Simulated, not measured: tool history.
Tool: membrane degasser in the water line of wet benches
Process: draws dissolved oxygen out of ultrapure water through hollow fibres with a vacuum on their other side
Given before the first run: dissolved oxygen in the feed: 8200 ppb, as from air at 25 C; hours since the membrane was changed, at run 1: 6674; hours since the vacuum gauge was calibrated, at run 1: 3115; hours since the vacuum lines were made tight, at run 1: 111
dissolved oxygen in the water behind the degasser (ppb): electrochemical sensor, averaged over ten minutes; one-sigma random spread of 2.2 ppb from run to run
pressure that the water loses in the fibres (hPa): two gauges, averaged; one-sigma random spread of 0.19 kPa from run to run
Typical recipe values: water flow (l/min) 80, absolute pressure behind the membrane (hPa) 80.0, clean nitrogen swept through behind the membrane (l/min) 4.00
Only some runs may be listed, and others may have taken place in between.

run    hour  water flow (l/min)  absolute pressure behind the membrane (hPa)  clean nitrogen swept through behind the membrane (l/min)  hours since the membrane was changed  hours since the vacuum gauge was calibrated  hours since the vacuum lines were made tight  dissolved oxygen in the water behind the degasser (ppb)  pressure that the water loses in the fibres (hPa)
  1     0.0                  80                                         80.0                                                      4.00                                  6674                                         3115                                           111                                                    224.0                                              375.3
  2   219.7                  80                                         80.0                                                      4.00                                  6893                                         3334                                           331                                                    222.3                                              372.7
  3   373.8                  80                                         80.0                                                      4.00                                  7048                                         3489                                           485                                                    222.6                                              377.6
  4   582.5                  80                                         80.0                                                      4.00                                  7256                                         3697                                           694                                                    223.1                                              378.8
  5   751.5                  80                                         80.0                                                      4.00                                  7425                                         3866                                           863                                                    225.8                                              378.1
  6   984.8                  80                                         80.0                                                      4.00                                  7659                                         4100                                          1096                                                    230.1                                              376.0
  7  1112.2                  80                                         74.3                                                      4.00                                  7786                                         4227                                          1223                                                    201.6                                              381.1
  8  1328.8                  80                                         74.3                                                      4.00                                  8003                                         4444                                          1440                                                    201.4                                              378.9
  9  1501.9                  80                                         74.3                                                      4.00                                  8176                                         4617                                          1613                                                    205.9                                              381.0
 10  1754.1                  80                                         74.3                                                      4.00                                  8428                                         4869                                          1865                                                    203.4                                              378.9
 11  1957.2                  62                                         59.7                                                      4.17                                  8631                                         5072                                          2068                                                    102.3                                              294.6
 12  2177.9                 114                                        190.7                                                      3.73                                  8852                                         5293                                          2289                                                    982.6                                              543.4
 13  2293.3                  82                                        104.4                                                      4.00                                  8967                                         5408                                          2404                                                    337.6                                              388.9
 14  2497.4                  50                                         88.6                                                      1.94                                  9171                                         5612                                          2609                                                    317.3                                              240.5
 15  2610.7                 101                                         94.9                                                      4.00                                  9284                                         5726                                          2722                                                    361.8                                              477.5

Branching from run 15: 4 alternative next runs. What would each branch give?
  A  2798.0                  99                                         80.0                                                      4.00                                  9472                                         5913                                          2909                                                        ?                                                  ?
  B  2798.0                 122                                         80.0                                                      4.00                                  9472                                         5913                                          2909                                                        ?                                                  ?
  C  2798.0                 101                                         94.9                                                      5.12                                  9472                                         5913                                          2909                                                        ?                                                  ?
  D  2798.0                 101                                         94.9                                                      1.74                                  9472                                         5913                                          2909                                                        ?                                                  ?

run  dissolved oxygen in the water behind the degasser (ppb)  pressure that the water loses in the fibres (hPa)
  A                                                    284.0                                              473.3
  B                                                    360.9                                              583.4
  C                                                    302.6                                              485.8
  D                                                    677.3                                              485.7
What these runs would have given with no unlogged condition in the tool:
run  dissolved oxygen in the water behind the degasser (ppb)  pressure that the water loses in the fibres (hPa)
  A                                                    271.8                                              450.8
  B                                                    343.0                                              555.8
  C                                                    291.0                                              462.9
  D                                                    661.0                                              462.8
